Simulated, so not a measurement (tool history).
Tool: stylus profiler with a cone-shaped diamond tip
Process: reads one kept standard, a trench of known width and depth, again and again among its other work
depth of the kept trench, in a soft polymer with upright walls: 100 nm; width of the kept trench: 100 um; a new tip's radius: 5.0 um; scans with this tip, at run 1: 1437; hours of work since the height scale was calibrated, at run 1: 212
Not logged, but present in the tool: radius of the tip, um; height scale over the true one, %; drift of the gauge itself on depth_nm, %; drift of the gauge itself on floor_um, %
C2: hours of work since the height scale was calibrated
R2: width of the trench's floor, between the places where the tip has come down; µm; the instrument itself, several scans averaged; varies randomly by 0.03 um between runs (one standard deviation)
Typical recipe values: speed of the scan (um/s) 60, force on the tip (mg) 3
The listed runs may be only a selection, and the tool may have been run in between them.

Run 1, hour 0: usual settings; scans with this tip 1437; C2 212. Result: depth of the trench (nm) 101.43, R2 97.83 µm.
Run 2, hour 24: usual settings; scans with this tip 1524; C2 225. Result: depth of the trench (nm) 101.46, R2 97.81 µm.
Run 3, hour 46.3: usual settings but speed of the scan (um/s) 26; scans with this tip 1606; C2 238. Result: depth of the trench (nm) 101.4, R2 97.93 µm.
Run 4, hour 59.3: usual settings but speed of the scan (um/s) 26; scans with this tip 1653; C2 245. Result: depth of the trench (nm) 101.48, R2 97.97 µm.
Run 5, hour 81.1: usual settings but speed of the scan (um/s) 26; scans with this tip 1733; C2 256. Result: depth of the trench (nm) 101.55, R2 97.91 µm.
Run 6, hour 91.3: usual settings but speed of the scan (um/s) 26; scans with this tip 1770; C2 262. Result: depth of the trench (nm) 101.43, R2 97.94 µm.
Run 7, hour 109: usual settings but speed of the scan (um/s) 26; scans with this tip 1835; C2 271. Result: depth of the trench (nm) 101.37, R2 97.95 µm.
Run 8, hour 121.5: usual settings but speed of the scan (um/s) 26; scans with this tip 1880; C2 278. Result: depth of the trench (nm) 101.47, R2 97.92 µm.
Run 9, hour 136: usual settings but speed of the scan (um/s) 104, force on the tip (mg) 3.56; scans with this tip 1933; C2 286. Result: depth of the trench (nm) 101.57, R2 97.69 µm.
Run 10, hour 158.4: usual settings but speed of the scan (um/s) 104, force on the tip (mg) 3.56; scans with this tip 2015; C2 298. Result: depth of the trench (nm) 101.6, R2 97.69 µm.
Run 11, hour 170.2: usual settings but speed of the scan (um/s) 33, force on the tip (mg) 1.92; scans with this tip 2058; C2 304. Result: depth of the trench (nm) 101.08, R2 97.85 µm.
Run 12, hour 188.5: usual settings but speed of the scan (um/s) 33, force on the tip (mg) 1.92; scans with this tip 2125; C2 314. Result: depth of the trench (nm) 101.09, R2 97.91 µm.
Run 13, hour 207.7: usual settings but speed of the scan (um/s) 33, force on the tip (mg) 1.92; scans with this tip 2195; C2 325. Result: depth of the trench (nm) 101.06, R2 97.91 µm.
Run 14, hour 231.2: usual settings but speed of the scan (um/s) 33, force on the tip (mg) 1.92; scans with this tip 2281; C2 337. Result: depth of the trench (nm) 101.09, R2 97.89 µm.
Run 15, hour 250.4: usual settings but speed of the scan (um/s) 33, force on the tip (mg) 1.92; scans with this tip 2351; C2 348. Result: depth of the trench (nm) 101.03, R2 97.89 µm.

What if the next run were any one of these 5? Each begins from the tool's condition after run 15:
Run A, hour 268.7: usual settings but speed of the scan (um/s) 137, force on the tip (mg) 2.92; scans with this tip 2418; C2 358. Result: depth of the trench (nm) ?, R2 ?.
Run B, hour 268.7: usual settings but speed of the scan (um/s) 69, force on the tip (mg) 1.53; scans with this tip 2418; C2 358. Result: depth of the trench (nm) ?, R2 ?.
Run C, hour 268.7: usual settings but speed of the scan (um/s) 161, force on the tip (mg) 1.92; scans with this tip 2418; C2 358. Result: depth of the trench (nm) ?, R2 ?.
Run D, hour 268.7: usual settings but speed of the scan (um/s) 28, force on the tip (mg) 3.72; scans with this tip 2418; C2 358. Result: depth of the trench (nm) ?, R2 ?.
Run E, hour 268.7: usual settings but speed of the scan (um/s) 16, force on the tip (mg) 5.53; scans with this tip 2418; C2 358. Result: depth of the trench (nm) ?, R2 ?.

run  depth of the trench (nm)     R2
  A                    101.36  97.62
  B                    100.91  97.71
  C                    101.02  97.38
  D                    101.64  97.93
  E                    102.12  97.96
The same runs, with their run-to-run variation unchanged, on a tool lacking any hidden condition would have given:
run  depth of the trench (nm)     R2
  A                    101.37  97.63
  B                    100.91  97.71
  C                    101.02  97.39
  D                    101.64  97.93
  E                    102.12  97.96

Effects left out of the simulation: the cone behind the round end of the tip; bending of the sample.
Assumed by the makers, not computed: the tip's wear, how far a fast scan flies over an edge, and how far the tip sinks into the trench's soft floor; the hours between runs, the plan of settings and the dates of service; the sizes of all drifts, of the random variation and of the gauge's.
